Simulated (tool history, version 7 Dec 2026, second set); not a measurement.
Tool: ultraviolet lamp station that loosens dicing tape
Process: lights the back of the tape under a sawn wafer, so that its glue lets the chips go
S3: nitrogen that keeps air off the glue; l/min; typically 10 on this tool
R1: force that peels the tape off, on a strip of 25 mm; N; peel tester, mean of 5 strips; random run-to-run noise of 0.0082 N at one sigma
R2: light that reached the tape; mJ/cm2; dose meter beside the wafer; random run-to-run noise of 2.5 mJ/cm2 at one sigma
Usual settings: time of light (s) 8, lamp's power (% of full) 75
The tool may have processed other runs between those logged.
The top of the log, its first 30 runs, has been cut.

Run 31, hour 216: usual settings but time of light (s) 5, lamp's power (% of full) 89. Result: R1 0.705 N, R2 169 mJ/cm2.
Run 32, hour 226.2: usual settings but lamp's power (% of full) 60. Result: R1 0.651 N, R2 180 mJ/cm2.
Run 33, hour 236.5: usual settings but lamp's power (% of full) 67, S3 9 l/min. Result: R1 0.562 N, R2 200 mJ/cm2.
At hour 239.1: window cleaned of glue's vapour, once more.
Run 34, hour 245.8: usual settings but lamp's power (% of full) 67, S3 9 l/min. Result: R1 0.472 N, R2 228 mJ/cm2.
Run 35, hour 250.6: usual settings but time of light (s) 10, S3 7 l/min. Result: R1 0.299 N, R2 311 mJ/cm2.
Run 36, hour 256.2: usual settings but lamp's power (% of full) 62, S3 5 l/min. Result: R1 0.679 N, R2 208 mJ/cm2.
Run 37, hour 264.1: usual settings but time of light (s) 5, lamp's power (% of full) 80. Result: R1 0.767 N, R2 165 mJ/cm2.
Run 38, hour 274.1: usual settings but lamp's power (% of full) 94, S3 19 l/min. Result: R1 0.24 N, R2 313 mJ/cm2.
Run 39, hour 284.1: usual settings but lamp's power (% of full) 62, S3 14 l/min. Result: R1 0.472 N, R2 209 mJ/cm2.
Run 40, hour 290.2: usual settings but time of light (s) 4, lamp's power (% of full) 61, S3 4 l/min. Result: R1 1.661 N, R2 100 mJ/cm2.
Run 41, hour 299: usual settings but time of light (s) 4, lamp's power (% of full) 61, S3 4 l/min. Result: R1 1.656 N, R2 102 mJ/cm2.
Run 42, hour 306.2: usual settings but time of light (s) 4, lamp's power (% of full) 64, S3 4 l/min. Result: R1 1.582 N, R2 106 mJ/cm2.

Predict each of these 3 candidate next runs independently; none follows another, all start after run 42:
Run A, hour 315.6: usual settings but time of light (s) 10, lamp's power (% of full) 60, S3 19 l/min. Result: R1 ?, R2 ?.
Run B, hour 315.6: usual settings but time of light (s) 10, lamp's power (% of full) 80, S3 5 l/min. Result: R1 ?, R2 ?.
Run C, hour 315.6: usual settings but time of light (s) 7, lamp's power (% of full) 62, S3 14 l/min. Result: R1 ?, R2 ?.

run     R1   R2
  A  0.342  247
  B  0.333  334
  C  0.572  179
Take away the tool's hidden state, keep each run's random variation, and the runs would have read:
run     R1   R2
  A  0.285  283
  B  0.277  383
  C  0.462  205
